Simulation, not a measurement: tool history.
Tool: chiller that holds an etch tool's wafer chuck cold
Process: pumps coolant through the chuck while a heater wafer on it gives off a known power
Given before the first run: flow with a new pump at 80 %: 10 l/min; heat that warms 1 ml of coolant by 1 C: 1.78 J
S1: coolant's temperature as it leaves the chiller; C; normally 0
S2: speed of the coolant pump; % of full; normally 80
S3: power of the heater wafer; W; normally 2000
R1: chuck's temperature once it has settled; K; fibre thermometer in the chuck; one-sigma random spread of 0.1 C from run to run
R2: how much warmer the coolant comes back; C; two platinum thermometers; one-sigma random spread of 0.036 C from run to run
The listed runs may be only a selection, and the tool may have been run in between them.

Run 1, day 0: usual settings. Result: R1 292.15 K, R2 6.83 C.
Run 2, day 1.817: usual settings. Result: R1 292.15 K, R2 6.79 C.
Run 3, day 4.754: usual settings. Result: R1 292.05 K, R2 6.83 C.
Run 4, day 6.3: usual settings. Result: R1 292.05 K, R2 6.85 C.
Run 5, day 7.921: usual settings. Result: R1 292.05 K, R2 6.88 C.
Run 6, day 11.317: usual settings. Result: R1 292.05 K, R2 6.91 C.
Run 7, day 14.333: usual settings. Result: R1 292.15 K, R2 6.97 C.
Run 8, day 16.833: usual settings. Result: R1 292.05 K, R2 6.92 C.
Run 9, day 18.8: usual settings. Result: R1 292.35 K, R2 6.8 C.

Run 10 has not been measured yet. What should we expect?
Run 10, day 20.525: usual settings but S2 62 % of full. Result: R1 ?, R2 ?.

{"run 10": {"R1": 296.55, "R2": 9.09}}
With the hidden condition absent and the run-to-run variation left alone, this run would have shown R1 294.05 K, R2 8.87 C.
